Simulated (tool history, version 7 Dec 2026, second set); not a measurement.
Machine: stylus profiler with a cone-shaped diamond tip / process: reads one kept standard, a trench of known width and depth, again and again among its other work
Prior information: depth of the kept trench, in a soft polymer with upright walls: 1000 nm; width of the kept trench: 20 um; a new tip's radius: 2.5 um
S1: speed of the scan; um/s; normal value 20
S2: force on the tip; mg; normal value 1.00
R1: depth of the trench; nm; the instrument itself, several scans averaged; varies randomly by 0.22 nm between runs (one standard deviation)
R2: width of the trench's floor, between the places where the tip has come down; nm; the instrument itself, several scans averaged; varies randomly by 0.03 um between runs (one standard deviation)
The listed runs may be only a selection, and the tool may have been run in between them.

Run 1, hour 0.0: usual settings. Result: R1 1012.86 nm, R2 13810 nm.
Run 2, hour 80.1: usual settings. Result: R1 1007.58 nm, R2 15860 nm.
Run 3, hour 168.6: usual settings. Result: R1 1007.74 nm, R2 15850 nm.
Run 4, hour 222.8: usual settings. Result: R1 1007.64 nm, R2 15760 nm.
Run 5, hour 308.8: usual settings. Result: R1 1007.80 nm, R2 15670 nm.
Run 6, hour 383.4: usual settings but S2 0.38 mg. Result: R1 1004.30 nm, R2 15530 nm.
Run 7, hour 432.6: usual settings but S2 1.02 mg. Result: R1 1008.13 nm, R2 15520 nm.
Run 8, hour 489.3: usual settings but S2 0.73 mg. Result: R1 1006.74 nm, R2 15460 nm.
Run 9, hour 541.8: usual settings but S2 0.73 mg. Result: R1 1007.32 nm, R2 15440 nm.
Run 10, hour 605.3: usual settings but S2 1.79 mg. Result: R1 1012.05 nm, R2 15460 nm.
Run 11, hour 660.7: usual settings but S2 1.79 mg. Result: R1 1012.57 nm, R2 15410 nm.
Run 12, hour 734.1: usual settings but S2 1.79 mg. Result: R1 1012.53 nm, R2 15270 nm.
Run 13, hour 794.6: usual settings but S2 0.34 mg. Result: R1 1005.25 nm, R2 15190 nm.
Run 14, hour 834.9: usual settings but S2 2.15 mg. Result: R1 1014.09 nm, R2 15300 nm.
Run 15, hour 921.2: usual settings but S2 2.15 mg. Result: R1 1014.10 nm, R2 15220 nm.
Run 16, hour 978.1: usual settings but S2 2.15 mg. Result: R1 1014.50 nm, R2 15100 nm.
Run 17, hour 1052.5: usual settings but S2 2.15 mg. Result: R1 1014.52 nm, R2 15100 nm.
Run 18, hour 1092.2: usual settings but S2 2.15 mg. Result: R1 1014.56 nm, R2 15000 nm.
Run 19, hour 1173.1: usual settings but S2 2.15 mg. Result: R1 1014.54 nm, R2 14960 nm.
Run 20, hour 1248.1: usual settings. Result: R1 1009.60 nm, R2 14840 nm.
Run 21, hour 1313.8: usual settings. Result: R1 1010.09 nm, R2 14820 nm.
Run 22, hour 1382.8: usual settings. Result: R1 1010.10 nm, R2 14790 nm.
Run 23, hour 1436.3: usual settings but S2 0.88 mg. Result: R1 1009.75 nm, R2 14680 nm.
Run 24, hour 1520.8: usual settings but S2 0.88 mg. Result: R1 1009.31 nm, R2 14650 nm.
Run 25, hour 1590.3: usual settings but S2 0.91 mg. Result: R1 1010.25 nm, R2 14640 nm.
Run 26, hour 1664.7: usual settings but S1 16 um/s, S2 2.17 mg. Result: R1 1015.91 nm, R2 14600 nm.
Run 27, hour 1753.3: usual settings but S1 21 um/s, S2 0.35 mg. Result: R1 1007.17 nm, R2 14410 nm.
Run 28, hour 1834.2: usual settings but S1 21 um/s, S2 0.35 mg. Result: R1 1008.43 nm, R2 14430 nm.
Run 29, hour 1905.4: usual settings but S1 69 um/s, S2 0.49 mg. Result: R1 1009.93 nm, R2 13940 nm.
Run 30, hour 1953.6: usual settings but S1 69 um/s, S2 0.49 mg. Result: R1 1010.27 nm, R2 13950 nm.
Run 31, hour 2030.8: usual settings but S1 69 um/s, S2 0.49 mg. Result: R1 1010.02 nm, R2 13870 nm.
Run 32, hour 2101.7: usual settings but S1 19 um/s, S2 1.90 mg. Result: R1 1012.00 nm, R2 14310 nm.
Run 33, hour 2185.6: usual settings but S1 72 um/s, S2 0.35 mg. Result: R1 1004.60 nm, R2 13620 nm.
Run 34, hour 2256.5: usual settings but S1 49 um/s. Result: R1 1008.17 nm, R2 14000 nm.
Run 35, hour 2307.2: usual settings but S1 25 um/s, S2 1.49 mg. Result: R1 1010.79 nm, R2 14120 nm.
Run 36, hour 2390.9: usual settings but S1 15 um/s, S2 1.49 mg. Result: R1 1010.71 nm, R2 14050 nm.
Run 37, hour 2456.2: usual settings but S1 15 um/s, S2 1.84 mg. Result: R1 1012.63 nm, R2 14040 nm.
Run 38, hour 2519.1: usual settings but S1 57 um/s, S2 2.64 mg. Result: R1 1015.84 nm, R2 13960 nm.
Run 39, hour 2604.5: usual settings but S1 22 um/s, S2 0.41 mg. Result: R1 1004.22 nm, R2 15770 nm.
Run 40, hour 2671.3: usual settings but S1 22 um/s, S2 0.41 mg. Result: R1 1004.18 nm, R2 15700 nm.
Run 41, hour 2747.5: usual settings but S1 22 um/s, S2 0.41 mg. Result: R1 1004.03 nm, R2 15660 nm.
Run 42, hour 2835.7: usual settings but S1 15 um/s, S2 0.83 mg. Result: R1 1006.97 nm, R2 15650 nm.
Run 43, hour 2873.8: usual settings but S1 13 um/s, S2 1.31 mg. Result: R1 1009.24 nm, R2 15670 nm.
Run 44, hour 2916.0: usual settings but S1 13 um/s, S2 1.31 mg. Result: R1 1009.88 nm, R2 15590 nm.
Run 45, hour 3004.2: usual settings but S1 13 um/s, S2 1.31 mg. Result: R1 1010.15 nm, R2 15530 nm.

The log once held 4 entries between its listed runs, left out of this copy. Where does each go, and what is different about the tool's unlogged condition between the listed run before it and the listed run after it?
Run 1 -> run 2: new tip fitted, height scale calibrated (hour 6.1)
  radius of the tip, um: 5.12 -> 2.51; height scale over the true one, %: 0.541 -> -0.006
  what was measured, less what the result would be without the hidden state, R1: +5.45 -> -0.05 nm; R2: -2080 -> -10 nm
Run 27 -> run 28: height scale calibrated on a step standard (hour 1759.7)
  radius of the tip, um: 4.12 -> 4.2; height scale over the true one, %: 0.336 -> 0.51
  what was measured, less what the result would be without the hidden state, R1: +3.37 -> +5.11 nm; R2: -1380 -> -1440 nm
Run 31 -> run 32: height scale calibrated on a step standard, once more (hour 2045.2)
  radius of the tip, um: 4.38 -> 4.45; height scale over the true one, %: 0.551 -> 0.046
  what was measured, less what the result would be without the hidden state, R1: +5.53 -> +0.46 nm; R2: -1570 -> -1620 nm
Run 38 -> run 39: new tip fitted, height scale calibrated (hour 2560.4)
  radius of the tip, um: 4.86 -> 2.56; height scale over the true one, %: 0.133 -> -0.021
  what was measured, less what the result would be without the hidden state, R1: +1.35 -> -0.21 nm; R2: -1900 -> -60 nm

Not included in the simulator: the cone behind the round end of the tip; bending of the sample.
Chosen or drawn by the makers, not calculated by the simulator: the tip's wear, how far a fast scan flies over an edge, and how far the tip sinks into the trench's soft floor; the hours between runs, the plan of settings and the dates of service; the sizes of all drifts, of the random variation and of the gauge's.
